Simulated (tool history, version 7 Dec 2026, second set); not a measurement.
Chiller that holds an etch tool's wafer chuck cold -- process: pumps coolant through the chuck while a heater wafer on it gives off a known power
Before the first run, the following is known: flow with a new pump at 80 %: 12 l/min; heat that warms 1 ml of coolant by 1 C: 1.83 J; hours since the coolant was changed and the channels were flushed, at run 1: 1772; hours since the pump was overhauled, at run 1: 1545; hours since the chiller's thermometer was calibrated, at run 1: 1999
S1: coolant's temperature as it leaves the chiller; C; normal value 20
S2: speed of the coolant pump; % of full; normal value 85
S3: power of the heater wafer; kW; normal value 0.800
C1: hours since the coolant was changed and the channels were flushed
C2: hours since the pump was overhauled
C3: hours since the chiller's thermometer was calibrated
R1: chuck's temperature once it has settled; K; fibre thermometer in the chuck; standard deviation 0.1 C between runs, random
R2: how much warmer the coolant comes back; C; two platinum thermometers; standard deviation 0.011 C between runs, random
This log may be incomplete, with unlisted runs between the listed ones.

run,hour,S1,S2,S3,C1,C2,C3,R1,R2
1,0.0,20,85,0.800,1772,1545,1999,298.45,2.10
2,37.2,20,85,0.800,1810,1582,2037,298.45,2.10
3,68.8,16,85,0.800,1841,1614,2068,294.55,2.09
4,90.6,16,85,0.800,1863,1636,2090,294.65,2.11
5,117.8,16,85,0.800,1890,1663,2117,294.55,2.11
6,144.6,20,85,0.800,1917,1690,2144,298.45,2.12
7,182.2,20,85,0.800,1954,1727,2182,298.45,2.10
8,221.4,20,85,0.800,1994,1767,2221,298.65,2.12
9,257.5,20,85,0.800,2030,1803,2257,298.65,2.09
10,282.8,20,85,0.800,2055,1828,2282,298.55,2.11
11,307.3,20,83,0.800,2080,1852,2307,298.75,2.17
12,347.0,20,62,0.800,2119,1892,2346,300.05,2.90
13,371.1,20,62,0.800,2143,1916,2371,300.05,2.90
14,402.4,20,85,1.024,2175,1948,2402,300.25,2.71
15,419.9,20,85,1.024,2192,1965,2419,300.05,2.70
16,452.8,20,85,1.024,2225,1998,2452,300.15,2.71
17,484.1,20,77,0.800,2256,2029,2484,299.05,2.34
18,512.6,16,92,0.448,2285,2058,2512,292.25,1.10
19,553.4,16,92,0.448,2326,2099,2553,292.25,1.11
20,573.9,17,87,0.785,2346,2119,2573,295.75,2.02
21,600.0,12,75,0.764,2372,2145,2599,291.05,2.28
22,627.3,12,75,0.764,2400,2173,2627,290.95,2.30
23,648.7,14,85,0.619,2421,2194,2648,291.65,1.65
24,691.1,15,80,0.619,2463,2236,2691,292.75,1.75
25,720.3,15,80,0.619,2493,2265,2720,292.85,1.75
26,758.5,20,85,0.800,2531,2304,2758,298.75,2.11
27,783.8,20,85,0.800,2556,2329,2783,298.65,2.12
28,810.4,17,79,0.750,2583,2356,2810,295.85,2.13
29,829.3,13,85,0.669,2602,2375,2829,290.85,1.77
30,848.1,13,85,0.669,2620,2393,2847,290.85,1.79
31,865.5,20,60,1.023,2638,2411,2865,302.65,3.85
32,889.2,20,60,1.023,2661,2434,2889,302.55,3.86

Measured minus without-hidden-state, run by run (identical run-to-run variation in each term; gauge scatter may differ):
Hidden conditions of the tool in this case: heat passed by the chuck's channels, % of clean ones'; flow at a given pump speed, % of a new pump's; coolant's true temperature over the reading, C; drift of the gauge itself on chuck_c, C; drift of the gauge itself on warmer_back_c, C.
run,R1,R2
1,+0.70,+0.04
2,+0.70,+0.03
3,+0.70,+0.04
4,+0.70,+0.04
5,+0.60,+0.04
6,+0.70,+0.04
7,+0.70,+0.04
8,+0.70,+0.04
9,+0.70,+0.04
10,+0.70,+0.05
11,+0.80,+0.05
12,+0.90,+0.07
13,+0.90,+0.07
14,+0.90,+0.07
15,+0.90,+0.06
16,+1.00,+0.06
17,+0.90,+0.05
18,+0.60,+0.02
19,+0.60,+0.03
20,+0.90,+0.05
21,+0.90,+0.06
22,+0.90,+0.06
23,+0.80,+0.04
24,+0.80,+0.05
25,+0.80,+0.05
26,+1.00,+0.05
27,+0.90,+0.06
28,+0.90,+0.06
29,+0.90,+0.06
30,+0.90,+0.05
31,+1.40,+0.11
32,+1.30,+0.12

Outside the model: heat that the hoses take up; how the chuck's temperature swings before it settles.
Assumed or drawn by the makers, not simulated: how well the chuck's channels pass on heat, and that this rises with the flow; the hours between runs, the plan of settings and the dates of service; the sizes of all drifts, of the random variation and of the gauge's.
